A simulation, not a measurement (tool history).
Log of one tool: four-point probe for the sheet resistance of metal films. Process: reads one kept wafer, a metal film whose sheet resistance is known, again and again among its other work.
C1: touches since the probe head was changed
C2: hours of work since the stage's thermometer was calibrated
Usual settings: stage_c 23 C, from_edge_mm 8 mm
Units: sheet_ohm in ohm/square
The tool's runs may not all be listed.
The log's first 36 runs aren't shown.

Run 37, hour 3150.8: usual settings but stage_c 26 C, from_edge_mm 13 mm; C1 82011; C2 819. Result: sheet_ohm 0.072743 ohm/square.
Run 38, hour 3212.7: usual settings but stage_c 26 C, from_edge_mm 13 mm; C1 83371; C2 863. Result: sheet_ohm 0.07273 ohm/square.
Run 39, hour 3269.8: usual settings but stage_c 22 C, from_edge_mm 49 mm; C1 84623; C2 903. Result: sheet_ohm 0.072611 ohm/square.
At hour 3307.9: new probe head fitted.
Run 40, hour 3324.6: usual settings but stage_c 32 C, from_edge_mm 4 mm; C1 366; C2 941. Result: sheet_ohm 0.072299 ohm/square.
Run 41, hour 3400.5: usual settings but stage_c 20 C, from_edge_mm 13 mm; C1 2030; C2 995. Result: sheet_ohm 0.071497 ohm/square.
Run 42, hour 3495.4: usual settings but stage_c 21 C, from_edge_mm 53 mm; C1 4113; C2 1062. Result: sheet_ohm 0.071471 ohm/square.
Run 43, hour 3556.3: usual settings but stage_c 21 C, from_edge_mm 53 mm; C1 5450; C2 1105. Result: sheet_ohm 0.071472 ohm/square.
Run 44, hour 3634: usual settings but stage_c 32 C, from_edge_mm 42 mm; C1 7154; C2 1160. Result: sheet_ohm 0.07175 ohm/square.

Forecast each of these 3 alternatives for the next run:
Run A, hour 3698.7: usual settings but stage_c 29 C, from_edge_mm 52 mm; C1 8573; C2 1205. Result: sheet_ohm ?.
Run B, hour 3698.7: usual settings but stage_c 28 C, from_edge_mm 50 mm; C1 8573; C2 1205. Result: sheet_ohm ?.
Run C, hour 3698.7: usual settings but stage_c 29 C, from_edge_mm 10 mm; C1 8573; C2 1205. Result: sheet_ohm ?.

run  sheet_ohm
  A   0.071705
  B   0.071681
  C   0.071786
Without the tool's hidden state the same runs would have given:
run  sheet_ohm
  A   0.071854
  B   0.071829
  C   0.071935
